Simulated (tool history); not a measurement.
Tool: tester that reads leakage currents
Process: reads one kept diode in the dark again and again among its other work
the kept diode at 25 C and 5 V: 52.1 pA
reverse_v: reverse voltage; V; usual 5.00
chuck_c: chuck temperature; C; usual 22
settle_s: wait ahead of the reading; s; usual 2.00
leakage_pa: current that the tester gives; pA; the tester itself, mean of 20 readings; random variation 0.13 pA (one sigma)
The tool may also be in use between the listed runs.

{"run": 1, "day": 0.0, "reverse_v": 5.0, "chuck_c": 22, "settle_s": 2.0, "leakage_pa": 45.18}
{"run": 2, "day": 4.275, "reverse_v": 5.0, "chuck_c": 22, "settle_s": 2.0, "leakage_pa": 45.62}
{"run": 3, "day": 10.275, "reverse_v": 5.0, "chuck_c": 22, "settle_s": 2.0, "leakage_pa": 46.03}
{"run": 4, "day": 15.25, "reverse_v": 5.0, "chuck_c": 51, "settle_s": 2.0, "leakage_pa": 458.47}
{"run": 5, "day": 21.846, "reverse_v": 5.0, "chuck_c": 51, "settle_s": 2.0, "leakage_pa": 457.23}
{"run": 6, "day": 27.583, "reverse_v": 13.45, "chuck_c": 22, "settle_s": 2.0, "leakage_pa": 72.14}
{"run": 7, "day": 30.55, "reverse_v": 5.0, "chuck_c": 22, "settle_s": 2.0, "leakage_pa": 46.89}
{"run": 8, "day": 37.288, "reverse_v": 5.0, "chuck_c": 22, "settle_s": 2.0, "leakage_pa": 46.93}
{"run": 9, "day": 40.771, "reverse_v": 6.56, "chuck_c": 22, "settle_s": 2.0, "leakage_pa": 53.08}
{"run": 10, "day": 46.425, "reverse_v": 6.56, "chuck_c": 22, "settle_s": 2.0, "leakage_pa": 53.29}

Forecast run 11:
{"run": 11, "day": 53.133, "reverse_v": 7.16, "chuck_c": 24, "settle_s": 0.59, "leakage_pa": "?"}

{"run 11": {"leakage_pa": 66.05}}
Without the tool's hidden state the same run would have given leakage_pa 54.94 pA.
